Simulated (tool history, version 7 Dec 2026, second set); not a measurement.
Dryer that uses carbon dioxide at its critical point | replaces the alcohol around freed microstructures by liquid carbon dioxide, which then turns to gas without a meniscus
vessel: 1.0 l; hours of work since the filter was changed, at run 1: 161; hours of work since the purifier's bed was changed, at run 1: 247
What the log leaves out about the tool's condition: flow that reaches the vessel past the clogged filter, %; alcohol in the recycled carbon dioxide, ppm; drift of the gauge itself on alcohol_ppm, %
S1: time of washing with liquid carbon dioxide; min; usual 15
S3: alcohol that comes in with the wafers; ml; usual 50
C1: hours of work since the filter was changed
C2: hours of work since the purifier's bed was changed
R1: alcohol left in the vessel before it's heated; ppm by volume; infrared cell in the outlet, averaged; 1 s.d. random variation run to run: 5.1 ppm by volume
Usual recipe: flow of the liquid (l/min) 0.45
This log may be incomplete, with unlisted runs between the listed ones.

Run 1, day 0: usual settings; C1 161; C2 247. Result: R1 174 ppm by volume.
Run 2, day 1.071: usual settings but flow of the liquid (l/min) 0.748; C1 173; C2 259. Result: R1 84 ppm by volume.
Run 3, day 1.671: usual settings but flow of the liquid (l/min) 0.308; C1 180; C2 266. Result: R1 896 ppm by volume.
Run 4, day 2.296: usual settings but S3 46 ml; C1 187; C2 273. Result: R1 167 ppm by volume.
Run 5, day 2.896: usual settings but S1 12 min; C1 194; C2 280. Result: R1 461 ppm by volume.
Run 6, day 3.692: usual settings but S1 12 min; C1 203; C2 289. Result: R1 472 ppm by volume.
Run 7, day 4.317: usual settings but flow of the liquid (l/min) 0.28; C1 210; C2 296. Result: R1 1301 ppm by volume.
Run 8, day 4.929: usual settings but flow of the liquid (l/min) 0.407; C1 217; C2 303. Result: R1 292 ppm by volume.
Run 9, day 5.4: usual settings but flow of the liquid (l/min) 0.407; C1 222; C2 308. Result: R1 308 ppm by volume.
Run 10, day 6.55: usual settings but flow of the liquid (l/min) 0.407; C1 235; C2 321. Result: R1 309 ppm by volume.
Run 11, day 7.546: usual settings; C1 246; C2 332. Result: R1 209 ppm by volume.
Run 12, day 8.612: usual settings; C1 258; C2 344. Result: R1 220 ppm by volume.
Run 13, day 9.354: usual settings; C1 266; C2 353. Result: R1 214 ppm by volume.
Run 14, day 10.029: usual settings but flow of the liquid (l/min) 0.465; C1 274; C2 360. Result: R1 197 ppm by volume.
Run 15, day 10.533: usual settings but flow of the liquid (l/min) 0.294; C1 280; C2 366. Result: R1 1231 ppm by volume.
Run 16, day 11.104: usual settings but flow of the liquid (l/min) 0.294; C1 286; C2 372. Result: R1 1243 ppm by volume.
Run 17, day 11.812: usual settings but S1 17 min; C1 294; C2 380. Result: R1 162 ppm by volume.
Run 18, day 12.7: usual settings; C1 304; C2 390. Result: R1 243 ppm by volume.
Run 19, day 13.738: usual settings; C1 316; C2 402. Result: R1 246 ppm by volume.
Run 20, day 14.425: usual settings; C1 324; C2 410. Result: R1 249 ppm by volume.
Run 21, day 14.967: usual settings; C1 330; C2 416. Result: R1 247 ppm by volume.
Run 22, day 15.617: usual settings but S1 20 min; C1 337; C2 423. Result: R1 137 ppm by volume.
Run 23, day 16.275: usual settings but S1 20 min; C1 345; C2 431. Result: R1 131 ppm by volume.
Run 24, day 17.371: usual settings but S3 46 ml; C1 357; C2 443. Result: R1 263 ppm by volume.
Run 25, day 18.088: usual settings but flow of the liquid (l/min) 0.511, S3 31 ml; C1 365; C2 451. Result: R1 159 ppm by volume.
Run 26, day 18.842: usual settings but flow of the liquid (l/min) 0.284, S3 58 ml; C1 374; C2 460. Result: R1 1776 ppm by volume.
Run 27, day 19.588: usual settings but S1 18 min, flow of the liquid (l/min) 0.461; C1 382; C2 468. Result: R1 155 ppm by volume.
Run 28, day 20.321: usual settings but S1 16 min, flow of the liquid (l/min) 0.526; C1 390; C2 476. Result: R1 161 ppm by volume.
At day 20.767: inlet filter changed.
Run 29, day 21.196: usual settings but S1 13 min, flow of the liquid (l/min) 0.429, S3 26 ml; C1 5; C2 486. Result: R1 247 ppm by volume.
Run 30, day 21.767: usual settings but S1 11 min, flow of the liquid (l/min) 0.299, S3 26 ml; C1 11; C2 492. Result: R1 1333 ppm by volume.
Run 31, day 22.5: usual settings but S1 9 min, flow of the liquid (l/min) 0.309, S3 29 ml; C1 20; C2 501. Result: R1 2281 ppm by volume.
Run 32, day 23.508: usual settings but S1 11 min, flow of the liquid (l/min) 0.561, S3 30 ml; C1 31; C2 512. Result: R1 211 ppm by volume.
Run 33, day 24.246: usual settings but S1 13 min, flow of the liquid (l/min) 0.652, S3 30 ml; C1 39; C2 520. Result: R1 154 ppm by volume.
Run 34, day 25.025: usual settings but flow of the liquid (l/min) 0.35, S3 34 ml; C1 48; C2 529. Result: R1 393 ppm by volume.
Run 35, day 25.633: usual settings but S1 18 min, flow of the liquid (l/min) 0.618, S3 61 ml; C1 55; C2 536. Result: R1 138 ppm by volume.
Run 36, day 26.571: usual settings but flow of the liquid (l/min) 0.533, S3 40 ml; C1 65; C2 547. Result: R1 156 ppm by volume.
Run 37, day 27.633: usual settings but flow of the liquid (l/min) 0.533, S3 40 ml; C1 77; C2 559. Result: R1 156 ppm by volume.
Run 38, day 28.212: usual settings but flow of the liquid (l/min) 0.533, S3 40 ml; C1 84; C2 565. Result: R1 175 ppm by volume.
Run 39, day 29.108: usual settings but flow of the liquid (l/min) 0.533, S3 40 ml; C1 94; C2 575. Result: R1 171 ppm by volume.
Run 40, day 30.1: usual settings but S1 12 min, flow of the liquid (l/min) 0.678, S3 25 ml; C1 105; C2 586. Result: R1 157 ppm by volume.
Run 41, day 31.021: usual settings but S1 23 min, flow of the liquid (l/min) 0.366, S3 25 ml; C1 116; C2 597. Result: R1 165 ppm by volume.
Run 42, day 31.854: usual settings but S1 23 min, flow of the liquid (l/min) 0.366, S3 25 ml; C1 125; C2 606. Result: R1 166 ppm by volume.
Run 43, day 32.971: usual settings but S3 96 ml; C1 138; C2 619. Result: R1 355 ppm by volume.
Run 44, day 33.946: usual settings but flow of the liquid (l/min) 0.342, S3 41 ml; C1 149; C2 630. Result: R1 549 ppm by volume.
Run 45, day 34.675: usual settings but S1 16 min, flow of the liquid (l/min) 0.517, S3 33 ml; C1 157; C2 638. Result: R1 183 ppm by volume.
Run 46, day 35.162: usual settings but S1 21 min, flow of the liquid (l/min) 0.48, S3 28 ml; C1 162; C2 643. Result: R1 165 ppm by volume.

For each run, the measured value with the value that run would have given without the tool's hidden condition subtracted. The run-to-run variation is shared by both, the gauge scatter possibly not:
run    R1
  1   +94
  2   +68
  3  +244
  4  +100
  5  +174
  6  +182
  7  +343
  8  +145
  9  +151
 10  +154
 11  +130
 12  +134
 13  +139
 14  +133
 15  +417
 16  +429
 17  +124
 18  +160
 19  +167
 20  +169
 21  +170
 22  +120
 23  +116
 24  +177
 25  +135
 26  +690
 27  +144
 28  +143
 29  +120
 30  +135
 31  +156
 32  +133
 33  +132
 34  +150
 35  +134
 36  +138
 37  +140
 38  +146
 39  +150
 40  +149
 41  +150
 42  +152
 43  +201
 44  +226
 45  +163
 46  +157
